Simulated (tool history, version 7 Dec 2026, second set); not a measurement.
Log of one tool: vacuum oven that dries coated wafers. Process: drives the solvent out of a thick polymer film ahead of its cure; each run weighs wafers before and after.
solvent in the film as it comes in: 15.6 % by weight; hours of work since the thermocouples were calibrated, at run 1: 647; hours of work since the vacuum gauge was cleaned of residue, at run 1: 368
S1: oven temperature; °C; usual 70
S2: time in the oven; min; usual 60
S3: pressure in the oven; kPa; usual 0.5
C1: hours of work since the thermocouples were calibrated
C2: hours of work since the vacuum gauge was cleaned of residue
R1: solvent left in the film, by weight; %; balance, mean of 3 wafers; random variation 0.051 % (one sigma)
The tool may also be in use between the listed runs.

| run | hour | S1 | S2 | S3 | C1 | C2 | R1 |
|---|---|---|---|---|---|---|---|
| 1 | 0 | 70 | 60 | 0.5 | 647 | 368 | 1.2 |
| 2 | 16.9 | 70 | 60 | 0.5 | 660 | 381 | 1.12 |
| 3 | 26.8 | 70 | 60 | 0.5 | 668 | 389 | 1.11 |
| 4 | 42.4 | 70 | 60 | 0.5 | 680 | 401 | 1.23 |
| 5 | 56 | 70 | 60 | 0.5 | 690 | 412 | 1.25 |
| 6 | 73 | 70 | 60 | 0.5 | 704 | 425 | 1.19 |
| 7 | 83.6 | 70 | 60 | 0.807 | 712 | 433 | 1.5 |
| 8 | 93.4 | 82 | 60 | 0.807 | 719 | 441 | 0.57 |
| 9 | 106.9 | 70 | 58 | 0.5 | 730 | 451 | 1.27 |
| 10 | 124.7 | 69 | 60 | 0.5 | 744 | 465 | 1.34 |
| 11 | 144 | 70 | 60 | 0.584 | 759 | 480 | 1.27 |
| 12 | 152.9 | 70 | 60 | 0.265 | 766 | 487 | 1.09 |
| 13 | 163.2 | 70 | 60 | 0.265 | 774 | 495 | 1.16 |
| 14 | 182.5 | 70 | 60 | 0.265 | 789 | 510 | 0.97 |
|  | 185.7 | vacuum gauge cleaned of residue and calibrated |
| 15 | 194.4 | 70 | 60 | 0.5 | 797 | 7 | 1.37 |
| 16 | 210 | 70 | 60 | 0.5 | 809 | 19 | 1.24 |
| 17 | 229.2 | 70 | 60 | 0.5 | 824 | 34 | 1.25 |
|  | 238.9 | vacuum gauge cleaned of residue and calibrated, once more |
| 18 | 240.7 | 70 | 60 | 0.5 | 831 | 1 | 1.01 |
| 19 | 255.2 | 70 | 60 | 0.5 | 843 | 13 | 1.15 |
| 20 | 271.4 | 70 | 96 | 0.5 | 855 | 25 | 0.65 |
| 21 | 282 | 70 | 96 | 0.5 | 863 | 33 | 0.57 |
|  | 285.4 | oven's thermocouples calibrated |
| 22 | 294.5 | 70 | 96 | 0.5 | 7 | 42 | 0.57 |
| 23 | 303.9 | 70 | 96 | 0.5 | 14 | 49 | 0.52 |
| 24 | 319.2 | 70 | 96 | 0.5 | 26 | 61 | 0.49 |
| 25 | 333.3 | 70 | 42 | 0.5 | 37 | 72 | 1.71 |
| 26 | 349.6 | 70 | 50 | 0.398 | 50 | 84 | 1.27 |
| 27 | 364.2 | 65 | 50 | 0.398 | 61 | 96 | 2.06 |
| 28 | 379.5 | 65 | 50 | 0.398 | 73 | 107 | 2.08 |
| 29 | 389.9 | 77 | 46 | 0.398 | 81 | 116 | 0.6 |
| 30 | 405.9 | 72 | 97 | 0.716 | 93 | 128 | 0.52 |
| 31 | 416.8 | 83 | 31 | 0.686 | 102 | 136 | 0.9 |
| 32 | 436.2 | 59 | 45 | 0.5 | 117 | 151 | 3.95 |
| 33 | 446.5 | 59 | 45 | 0.5 | 125 | 159 | 4.17 |
| 34 | 465 | 76 | 77 | 0.292 | 139 | 174 | 0.31 |
| 35 | 485.2 | 56 | 53 | 1.299 | 155 | 189 | 5.14 |
| 36 | 505.4 | 56 | 53 | 1.299 | 171 | 205 | 5.07 |
| 37 | 519.9 | 56 | 53 | 1.299 | 182 | 216 | 5.07 |
| 38 | 529 | 56 | 45 | 1.299 | 189 | 223 | 5.91 |
| 39 | 544.2 | 81 | 39 | 0.286 | 201 | 235 | 0.55 |
| 40 | 554.2 | 57 | 102 | 1.885 | 208 | 243 | 3.6 |
| 41 | 574 | 62 | 50 | 0.618 | 224 | 258 | 3.13 |
| 42 | 589.9 | 62 | 50 | 0.618 | 236 | 271 | 3.07 |
| 43 | 600.6 | 62 | 50 | 0.618 | 244 | 279 | 3.11 |
| 44 | 620.5 | 76 | 35 | 0.933 | 260 | 294 | 1.62 |
| 45 | 630.4 | 57 | 90 | 0.842 | 268 | 302 | 2.59 |
| 46 | 646 | 59 | 43 | 0.5 | 280 | 314 | 4.31 |

The same runs without the tool's hidden state, with the same run-to-run variation:
The hidden state here: true wafer temperature over the reading, C; true pressure over the reading, kPa; drift of the gauge itself on solvent_pct, %.
| run | R1 |
|---|---|
| 1 | 0.96 |
| 2 | 0.88 |
| 3 | 0.86 |
| 4 | 0.97 |
| 5 | 0.99 |
| 6 | 0.92 |
| 7 | 1.21 |
| 8 | 0.45 |
| 9 | 0.98 |
| 10 | 1.04 |
| 11 | 0.97 |
| 12 | 0.81 |
| 13 | 0.87 |
| 14 | 0.67 |
| 15 | 1.01 |
| 16 | 0.88 |
| 17 | 0.88 |
| 18 | 0.86 |
| 19 | 0.99 |
| 20 | 0.58 |
| 21 | 0.5 |
| 22 | 0.57 |
| 23 | 0.51 |
| 24 | 0.48 |
| 25 | 1.71 |
| 26 | 1.26 |
| 27 | 2.05 |
| 28 | 2.06 |
| 29 | 0.57 |
| 30 | 0.48 |
| 31 | 0.88 |
| 32 | 3.89 |
| 33 | 4.11 |
| 34 | 0.27 |
| 35 | 5.04 |
| 36 | 4.96 |
| 37 | 4.96 |
| 38 | 5.79 |
| 39 | 0.5 |
| 40 | 3.45 |
| 41 | 3.01 |
| 42 | 2.93 |
| 43 | 2.97 |
| 44 | 1.52 |
| 45 | 2.39 |
| 46 | 4.14 |
